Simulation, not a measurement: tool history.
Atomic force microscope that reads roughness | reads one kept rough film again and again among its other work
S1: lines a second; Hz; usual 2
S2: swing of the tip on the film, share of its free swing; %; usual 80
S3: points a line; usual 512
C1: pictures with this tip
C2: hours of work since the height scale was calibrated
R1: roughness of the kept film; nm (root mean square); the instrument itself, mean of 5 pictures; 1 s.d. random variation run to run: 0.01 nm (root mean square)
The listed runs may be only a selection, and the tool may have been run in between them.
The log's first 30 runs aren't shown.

run	hour	S1	S2	S3	C1	C2	R1
31	1482	2	78	632	197	245	2.139
32	1515.9	3.26	80	356	248	265	1.943
33	1560.1	3.03	78	888	316	292	1.947
34	1595.4	3.03	78	888	369	314	1.916
# hour 1607.2: new tip fitted
35	1643	1.98	55	854	55	343	2.48
36	1695.2	0.92	55	427	134	375	2.455
37	1750.6	0.92	55	427	218	409	2.371
38	1804	2	78	651	299	442	2.06
# hour 1859: new tip fitted
39	1865.9	2	84	512	11	479	2.225
40	1905.8	1.17	80	512	71	504	2.378
41	1940	2.24	55	492	123	525	2.43
42	1974.1	2	78	709	175	546	2.186
43	2037.9	0.6	87	512	272	585	2.248

Each row is a separate what-if for the run after 43, all from the same tool condition, not one after another. Results?
A	2091.4	2	80	498	353	618	?
B	2091.4	2.96	75	532	353	618	?
C	2091.4	1.55	87	512	353	618	?
D	2091.4	1.23	59	546	353	618	?
E	2091.4	2	80	529	353	618	?

run	R1
A	2.017
B	1.966
C	1.989
D	2.255
E	2.033
What these runs would have given with no unlogged condition in the tool:
run	R1
A	2.319
B	2.261
C	2.287
D	2.593
E	2.338
